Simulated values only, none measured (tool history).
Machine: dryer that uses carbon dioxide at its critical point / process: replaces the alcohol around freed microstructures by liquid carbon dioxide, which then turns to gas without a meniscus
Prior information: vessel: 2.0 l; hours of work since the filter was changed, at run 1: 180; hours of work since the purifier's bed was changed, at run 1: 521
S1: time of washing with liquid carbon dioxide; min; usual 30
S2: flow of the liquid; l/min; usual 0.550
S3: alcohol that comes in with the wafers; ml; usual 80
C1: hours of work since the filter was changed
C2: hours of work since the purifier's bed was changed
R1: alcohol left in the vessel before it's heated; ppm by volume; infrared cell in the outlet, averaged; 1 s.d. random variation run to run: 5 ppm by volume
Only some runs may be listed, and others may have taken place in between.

run 1 day=0.000 | S1=30 S2=0.550 S3=80 | C1=180 C2=521 | R1=258
run 2 day=1.829 | S1=30 S2=0.466 S3=80 | C1=195 C2=537 | R1=321
run 3 day=3.792 | S1=30 S2=0.466 S3=80 | C1=212 C2=554 | R1=319
run 4 day=5.842 | S1=37 S2=0.550 S3=80 | C1=230 C2=572 | R1=258
run 5 day=8.071 | S1=30 S2=0.550 S3=82 | C1=249 C2=591 | R1=296
run 6 day=9.529 | S1=39 S2=0.550 S3=82 | C1=261 C2=603 | R1=280
run 7 day=10.542 | S1=30 S2=0.550 S3=80 | C1=270 C2=612 | R1=310
-- day=12.208 purifier's bed changed
run 8 day=12.642 | S1=30 S2=0.550 S3=80 | C1=287 C2=4 | R1=34
run 9 day=13.662 | S1=30 S2=0.550 S3=80 | C1=296 C2=12 | R1=33
run 10 day=15.546 | S1=30 S2=0.550 S3=38 | C1=312 C2=29 | R1=30
run 11 day=17.675 | S1=31 S2=0.550 S3=38 | C1=330 C2=47 | R1=27
run 12 day=19.338 | S1=30 S2=0.550 S3=49 | C1=344 C2=61 | R1=57
run 13 day=20.842 | S1=39 S2=0.783 S3=59 | C1=357 C2=74 | R1=44
run 14 day=22.038 | S1=22 S2=0.783 S3=29 | C1=368 C2=84 | R1=51
run 15 day=23.775 | S1=22 S2=0.783 S3=29 | C1=382 C2=99 | R1=62
run 16 day=25.833 | S1=29 S2=0.783 S3=99 | C1=400 C2=117 | R1=65
run 17 day=27.883 | S1=29 S2=0.783 S3=99 | C1=418 C2=134 | R1=72
run 18 day=29.879 | S1=19 S2=0.550 S3=70 | C1=435 C2=152 | R1=496
run 19 day=31.138 | S1=29 S2=0.485 S3=51 | C1=446 C2=162 | R1=163
run 20 day=32.138 | S1=25 S2=0.446 S3=65 | C1=454 C2=171 | R1=389
run 21 day=33.838 | S1=24 S2=0.404 S3=36 | C1=469 C2=185 | R1=391
run 22 day=34.871 | S1=24 S2=0.404 S3=23 | C1=478 C2=194 | R1=289
-- day=35.725 inlet filter changed
run 23 day=35.846 | S1=24 S2=0.468 S3=72 | C1=1 C2=202 | R1=266

Take each entry between the runs: how does the hidden state at the last listed run before it differ from the hidden state at the first listed run after it?
From run 7 to run 8: purifier's bed changed (day 12.208)
  flow that reaches the vessel past the clogged filter, %: 92.1 -> 91.7; alcohol in the recycled carbon dioxide, ppm: 281.4 -> 7.1
  measured value less the no-hidden-state value, R1: +290 -> +15 ppm by volume
From run 22 to run 23: inlet filter changed (day 35.725)
  flow that reaches the vessel past the clogged filter, %: 86.5 -> 99.2; alcohol in the recycled carbon dioxide, ppm: 96.9 -> 100.2
  measured value less the no-hidden-state value, R1: +187 -> +101 ppm by volume

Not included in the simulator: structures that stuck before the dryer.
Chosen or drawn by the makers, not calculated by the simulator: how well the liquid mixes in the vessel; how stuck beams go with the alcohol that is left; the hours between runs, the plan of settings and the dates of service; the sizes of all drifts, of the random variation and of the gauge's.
